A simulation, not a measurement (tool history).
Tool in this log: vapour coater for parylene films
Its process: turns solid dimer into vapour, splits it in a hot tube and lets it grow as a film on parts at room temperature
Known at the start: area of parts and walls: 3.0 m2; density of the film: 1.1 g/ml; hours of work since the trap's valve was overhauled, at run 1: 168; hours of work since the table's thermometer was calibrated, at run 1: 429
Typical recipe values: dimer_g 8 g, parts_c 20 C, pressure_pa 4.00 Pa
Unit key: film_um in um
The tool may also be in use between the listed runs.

| run | hour | dimer_g | parts_c | pressure_pa | hours of work since the trap's valve was overhauled | hours of work since the table's thermometer was calibrated | film_um |
|---|---|---|---|---|---|---|---|
| 1 | 0.0 | 8 | 20 | 4.00 | 168 | 429 | 1.26 |
| 2 | 19.2 | 8 | 20 | 4.00 | 177 | 439 | 1.28 |
| 3 | 42.3 | 8 | 20 | 4.00 | 189 | 450 | 1.28 |
| 4 | 63.6 | 4 | 20 | 4.00 | 199 | 461 | 0.64 |
| 5 | 77.8 | 8 | 20 | 2.04 | 207 | 468 | 1.40 |
| 6 | 100.4 | 8 | 20 | 2.04 | 218 | 479 | 1.37 |
| 7 | 118.1 | 8 | 20 | 2.04 | 227 | 488 | 1.35 |
| 8 | 137.9 | 8 | 20 | 2.04 | 237 | 498 | 1.37 |
| 9 | 149.8 | 8 | 20 | 2.04 | 243 | 504 | 1.39 |
| 10 | 171.5 | 8 | 20 | 2.04 | 253 | 515 | 1.35 |

Run 11 is up next; what results do you expect?
| 11 | 183.7 | 4 | 31 | 4.00 | 260 | 521 | ? |

film_um: 0.51 um
The same run, on a tool lacking any hidden state, would have yielded film_um 0.56 um.

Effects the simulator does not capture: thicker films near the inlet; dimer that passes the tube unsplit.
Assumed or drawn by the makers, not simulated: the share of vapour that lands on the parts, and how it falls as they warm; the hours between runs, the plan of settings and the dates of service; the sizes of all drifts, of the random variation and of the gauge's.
